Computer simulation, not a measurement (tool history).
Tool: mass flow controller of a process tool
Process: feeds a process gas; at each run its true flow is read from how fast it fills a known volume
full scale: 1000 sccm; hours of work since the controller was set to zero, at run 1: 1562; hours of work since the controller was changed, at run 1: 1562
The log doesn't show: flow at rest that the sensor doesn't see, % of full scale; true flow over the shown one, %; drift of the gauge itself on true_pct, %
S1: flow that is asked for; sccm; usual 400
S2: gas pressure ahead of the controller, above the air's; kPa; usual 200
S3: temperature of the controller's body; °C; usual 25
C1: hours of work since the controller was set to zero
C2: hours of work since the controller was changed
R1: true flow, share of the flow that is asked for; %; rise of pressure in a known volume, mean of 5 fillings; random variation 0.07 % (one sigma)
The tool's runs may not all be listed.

Run 1, hour 0: usual settings; C1 1562; C2 1562. Result: R1 98.01 %.
Run 2, hour 80.4: usual settings but S1 283 sccm; C1 1605; C2 1605. Result: R1 97.77 %.
Run 3, hour 152.1: usual settings but S1 283 sccm; C1 1644; C2 1644. Result: R1 97.63 %.
Run 4, hour 318.5: usual settings but S1 283 sccm; C1 1734; C2 1734. Result: R1 97.51 %.
Run 5, hour 418.9: usual settings; C1 1789; C2 1789. Result: R1 97.86 %.
Run 6, hour 517.4: usual settings but S3 32 °C; C1 1842; C2 1842. Result: R1 97.11 %.
Run 7, hour 654.2: usual settings but S3 32 °C; C1 1917; C2 1917. Result: R1 97.04 %.
Run 8, hour 726.5: usual settings but S1 475 sccm, S3 32 °C; C1 1956; C2 1956. Result: R1 97.31 %.
Run 9, hour 856.6: usual settings but S1 475 sccm, S3 32 °C; C1 2026; C2 2026. Result: R1 97.17 %.
Run 10, hour 1002.5: usual settings but S1 475 sccm, S3 32 °C; C1 2106; C2 2106. Result: R1 97.1 %.
Run 11, hour 1171.4: usual settings but S1 475 sccm, S2 187 kPa, S3 32 °C; C1 2197; C2 2197. Result: R1 96.86 %.
Run 12, hour 1314.9: usual settings but S1 475 sccm, S2 187 kPa, S3 32 °C; C1 2275; C2 2275. Result: R1 96.87 %.
Run 13, hour 1485.4: usual settings but S1 475 sccm, S2 187 kPa, S3 32 °C; C1 2368; C2 2368. Result: R1 96.73 %.
Run 14, hour 1633.5: usual settings but S1 353 sccm, S2 240 kPa; C1 2448; C2 2448. Result: R1 96.95 %.
Run 15, hour 1712.2: usual settings but S1 353 sccm, S2 240 kPa; C1 2491; C2 2491. Result: R1 96.83 %.
Run 16, hour 1785.2: usual settings but S2 203 kPa, S3 38 °C; C1 2530; C2 2530. Result: R1 95.82 %.
Run 17, hour 1903.6: usual settings but S2 203 kPa, S3 38 °C; C1 2594; C2 2594. Result: R1 95.68 %.
Run 18, hour 2015.8: usual settings but S1 147 sccm, S2 203 kPa, S3 20 °C; C1 2655; C2 2655. Result: R1 96.27 %.
Run 19, hour 2129: usual settings but S1 543 sccm, S2 255 kPa, S3 33 °C; C1 2717; C2 2717. Result: R1 96.58 %.
Run 20, hour 2244.1: usual settings but S1 543 sccm, S2 255 kPa, S3 33 °C; C1 2779; C2 2779. Result: R1 96.49 %.
Run 21, hour 2336.3: usual settings but S1 543 sccm, S2 255 kPa, S3 33 °C; C1 2829; C2 2829. Result: R1 96.5 %.
Run 22, hour 2511.9: usual settings but S1 543 sccm, S2 169 kPa, S3 22 °C; C1 2925; C2 2925. Result: R1 97 %.
Run 23, hour 2683: usual settings but S1 707 sccm, S2 203 kPa, S3 22 °C; C1 3017; C2 3017. Result: R1 97.49 %.
Run 24, hour 2791.1: usual settings but S1 707 sccm, S2 203 kPa, S3 22 °C; C1 3076; C2 3076. Result: R1 97.53 %.
Run 25, hour 2952: usual settings but S1 350 sccm, S2 197 kPa, S3 28 °C; C1 3163; C2 3163. Result: R1 95.73 %.
Run 26, hour 3121.7: usual settings but S1 276 sccm, S3 22 °C; C1 3255; C2 3255. Result: R1 95.75 %.

5 ways to go on from here, each from the tool as it stands after run 26. What would each give?
Run A, hour 3280: usual settings but S1 202 sccm, S2 273 kPa, S3 23 °C; C1 3341; C2 3341. Result: R1 ?.
Run B, hour 3280: usual settings but S1 129 sccm, S2 238 kPa, S3 31 °C; C1 3341; C2 3341. Result: R1 ?.
Run C, hour 3280: usual settings but S1 512 sccm, S2 164 kPa; C1 3341; C2 3341. Result: R1 ?.
Run D, hour 3280: usual settings but S2 171 kPa, S3 29 °C; C1 3341; C2 3341. Result: R1 ?.
Run E, hour 3280: usual settings but S1 814 sccm, S2 177 kPa, S3 22 °C; C1 3341; C2 3341. Result: R1 ?.

run     R1
  A  95.61
  B  94.53
  C  96.15
  D  95.45
  E  97.37
Without the tool's hidden state the same runs would have given:
run     R1
  A  97.78
  B  96.69
  C  98.33
  D  97.62
  E  99.58
